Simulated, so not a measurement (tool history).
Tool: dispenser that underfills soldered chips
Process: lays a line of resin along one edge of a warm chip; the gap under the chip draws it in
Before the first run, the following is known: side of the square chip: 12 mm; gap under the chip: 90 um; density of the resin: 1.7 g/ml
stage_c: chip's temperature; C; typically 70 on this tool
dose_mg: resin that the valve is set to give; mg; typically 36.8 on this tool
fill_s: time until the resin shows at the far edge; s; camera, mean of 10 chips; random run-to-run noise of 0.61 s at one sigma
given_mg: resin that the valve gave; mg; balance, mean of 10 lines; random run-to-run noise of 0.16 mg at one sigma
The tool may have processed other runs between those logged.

run    day  stage_c  dose_mg  fill_s  given_mg
  1      0       70     36.8    71.6     34.21
     0.167  -- new syringe of resin
  2  0.175       70     36.8    52.6     34.33
  3  0.371       70     36.8    59.4     34.25
  4  0.583       70     36.8    68.6     34.03
     0.788  -- new syringe of resin
  5   0.85       70     36.8    55.1     33.94
  6  1.104       70     31.5    66.8     29.21
  7  1.283       70     31.5    74.6     29.07
     1.408  -- new syringe of resin
  8  1.496       70     31.5      58     28.84
  9  1.842       70     31.5    71.5     28.92
     2.029  -- new syringe of resin
 10  2.125       70     31.5    57.2     28.61
 11  2.417       70     31.5    69.6     28.72
      2.65  -- new syringe of resin
 12  2.733       70     31.5    57.8      28.6
 13  3.038       78     39.6    51.1     35.59
 14  3.196       83     43.6    47.3     39.03
     3.271  -- new syringe of resin
 15  3.429       83     43.6    37.3     38.72
     3.538  -- dispensing valve cleaned and set on the balance
 16  3.683       83     43.6    42.9     43.45
     3.933  -- new syringe of resin
 17  3.962       83     43.6      34     43.47
 18  4.296       68     35.6    70.4     35.31
 19  4.458       68     35.6    75.8     35.51
     4.554  -- new syringe of resin
 20  4.754       68     35.6    62.5     34.78
 21   5.05       65     45.4    82.5     44.79
     5.188  -- new syringe of resin
 22  5.338       78     39.4    43.7     38.45
 23   5.55       78     39.4    50.6     38.42
     5.817  -- new syringe of resin
 24  5.875       65     39.4    63.7     38.26

Consider 3 possible next runs. They are alternatives, not a sequence: every one starts from the tool as it was left by run 24. What does each give?
  A  6.042       78     39.1       ?         ?
  B  6.042       59       41       ?         ?
  C  6.042       73     33.6       ?         ?

run  fill_s  given_mg
  A    46.6      37.7
  B      87      39.7
  C    54.9     32.96
Had the tool no hidden state, the same runs would have come out as:
run  fill_s  given_mg
  A    40.7     38.84
  B      76     40.91
  C    47.8     33.96
